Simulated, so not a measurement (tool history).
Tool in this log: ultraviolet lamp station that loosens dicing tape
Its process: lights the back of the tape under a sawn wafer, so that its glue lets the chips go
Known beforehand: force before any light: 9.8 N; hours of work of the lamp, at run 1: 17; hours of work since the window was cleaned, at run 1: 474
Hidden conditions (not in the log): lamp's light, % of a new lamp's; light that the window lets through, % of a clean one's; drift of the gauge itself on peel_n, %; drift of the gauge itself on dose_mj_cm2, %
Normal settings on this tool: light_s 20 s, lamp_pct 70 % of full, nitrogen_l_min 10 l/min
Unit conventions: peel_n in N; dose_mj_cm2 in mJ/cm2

| run | hour | light_s | lamp_pct | nitrogen_l_min | hours of work of the lamp | hours of work since the window was cleaned | peel_n | dose_mj_cm2 |
|---|---|---|---|---|---|---|---|---|
| 1 | 0.0 | 20 | 70 | 10 | 17 | 474 | 0.837 | 206 |
| 2 | 6.3 | 20 | 70 | 10 | 21 | 477 | 0.871 | 209 |
| 3 | 10.6 | 20 | 70 | 10 | 23 | 480 | 0.866 | 206 |
| 4 | 17.1 | 20 | 70 | 10 | 27 | 484 | 0.843 | 203 |
| 5 | 24.1 | 15 | 70 | 10 | 31 | 488 | 1.488 | 155 |
| 6 | 33.2 | 15 | 77 | 10 | 36 | 493 | 1.316 | 173 |
| 7 | 40.4 | 15 | 77 | 10 | 41 | 497 | 1.289 | 171 |
| 8 | 46.3 | 15 | 77 | 10 | 44 | 500 | 1.332 | 166 |
| 9 | 51.4 | 15 | 77 | 10 | 47 | 503 | 1.310 | 165 |
| 10 | 59.9 | 20 | 70 | 8 | 52 | 508 | 1.073 | 202 |
|  | 61.0 | window cleaned of glue's vapour |
| 11 | 65.0 | 20 | 70 | 8 | 54 | 2 | 1.088 | 198 |
| 12 | 75.2 | 20 | 70 | 8 | 60 | 8 | 1.099 | 200 |
| 13 | 83.5 | 20 | 70 | 8 | 65 | 13 | 1.178 | 198 |
|  | 86.7 | window cleaned of glue's vapour, once more |
| 14 | 90.4 | 20 | 70 | 8 | 69 | 2 | 0.965 | 211 |
| 15 | 96.4 | 20 | 70 | 8 | 72 | 6 | 0.932 | 213 |
| 16 | 102.5 | 19 | 70 | 12 | 76 | 9 | 0.759 | 202 |
| 17 | 110.7 | 15 | 70 | 15 | 80 | 14 | 1.121 | 163 |
| 18 | 121.1 | 15 | 70 | 15 | 86 | 20 | 1.124 | 158 |
| 19 | 126.9 | 15 | 100 | 19 | 90 | 23 | 0.400 | 222 |
| 20 | 135.3 | 24 | 70 | 7 | 94 | 28 | 0.712 | 252 |
| 21 | 141.1 | 24 | 70 | 7 | 98 | 31 | 0.731 | 252 |
| 22 | 145.8 | 20 | 70 | 12 | 100 | 34 | 0.713 | 211 |
| 23 | 150.4 | 20 | 75 | 6 | 103 | 37 | 1.105 | 223 |
| 24 | 160.3 | 20 | 75 | 6 | 109 | 42 | 1.093 | 230 |

What if the next run were any one of these 3? Each begins from the tool's condition after run 24:
| A | 165.7 | 25 | 83 | 9 | 112 | 45 | ? | ? |
| B | 165.7 | 10 | 60 | 6 | 112 | 45 | ? | ? |
| C | 165.7 | 31 | 75 | 5 | 112 | 45 | ? | ? |

| run | peel_n | dose_mj_cm2 |
|---|---|---|
| A | 0.322 | 305 |
| B | 4.049 | 93 |
| C | 0.442 | 343 |
Without the tool's hidden state the same runs would have given:
| run | peel_n | dose_mj_cm2 |
|---|---|---|
| A | 0.277 | 322 |
| B | 3.854 | 98 |
| C | 0.381 | 362 |
